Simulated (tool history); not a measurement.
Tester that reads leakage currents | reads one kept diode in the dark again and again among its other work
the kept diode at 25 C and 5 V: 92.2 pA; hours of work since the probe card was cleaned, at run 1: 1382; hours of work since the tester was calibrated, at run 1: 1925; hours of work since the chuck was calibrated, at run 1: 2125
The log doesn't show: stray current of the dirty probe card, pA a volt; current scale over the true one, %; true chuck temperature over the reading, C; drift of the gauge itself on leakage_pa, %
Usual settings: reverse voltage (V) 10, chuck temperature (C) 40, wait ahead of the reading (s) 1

run,hour,reverse voltage (V),chuck temperature (C),wait ahead of the reading (s),hours of work since the probe card was cleaned,hours of work since the tester was calibrated,hours of work since the chuck was calibrated,current that the tester gives (pA)
1,0,10,40,1,1382,1925,2125,383.04
2,153.5,10,40,1,1467,2010,2210,382.82
# hour 276.9: chuck's temperature calibrated
3,417.3,10,40,1,1612,2155,78,452.64
# hour 636.9: probe card cleaned and baked
4,654.6,10,40,1,10,2285,208,426.41
5,800.5,10,21,1,91,2366,289,99.01
6,925,10,21,1,160,2435,358,98.51
7,1080.1,10,21,1,246,2521,444,99.74
8,1227.9,10,42,1,328,2603,526,484.35
9,1470.5,10,42,1,462,2737,660,480.86
10,1692.6,10,42,1,585,2860,783,478.81
11,1824.3,10,42,1,658,2933,856,475.62
12,1993.2,10,40,1,752,3027,950,413.66
13,2196.5,10,20,1,865,3140,1063,93.97
14,2394.3,10,20,1,975,3249,1173,94.33
15,2536.7,1.6,26,1.14,1053,3328,1251,48.45
16,2657.4,1.6,26,1.14,1120,3395,1318,48.32
17,2801.1,1.6,26,1.14,1200,3475,1398,48.11
18,2941.8,1.2,21,1,1278,3553,1476,27.31
19,3110.4,5.5,23,1.3,1372,3647,1570,81.25
20,3289.6,5.5,23,1.3,1471,3746,1669,81.85
21,3535.3,5.5,23,1.3,1607,3882,1805,81.02
# hour 3755.6: probe card cleaned and baked
22,3789.1,5.5,23,1.3,19,4021,1944,70.39
23,3914,5.5,21,1.3,88,4091,2014,59.73
24,4031.6,1.3,40,3.43,153,4156,2079,113.59
25,4252.4,1.3,40,3.43,276,4278,2201,112.12
# hour 4406.8: chuck's temperature calibrated
26,4502.2,1.3,40,3.43,413,4416,53,131.6
27,4638.5,1.3,40,3.43,489,4491,128,131.78

4 ways to go on from here, each from the tool as it stands after run 27. What would each give?
A,4757.1,1.7,44,9.62,554,4557,194,?
B,4757.1,6.3,51,3.43,554,4557,194,?
C,4757.1,8.7,52,2.26,554,4557,194,?
D,4757.1,14.7,52,3.43,554,4557,194,?

run,current that the tester gives (pA)
A,203.89
B,708.25
C,922.09
D,1235.72
Without the tool's hidden state the same runs would have given:
run,current that the tester gives (pA)
A,207.72
B,720.96
C,938.22
D,1255.55

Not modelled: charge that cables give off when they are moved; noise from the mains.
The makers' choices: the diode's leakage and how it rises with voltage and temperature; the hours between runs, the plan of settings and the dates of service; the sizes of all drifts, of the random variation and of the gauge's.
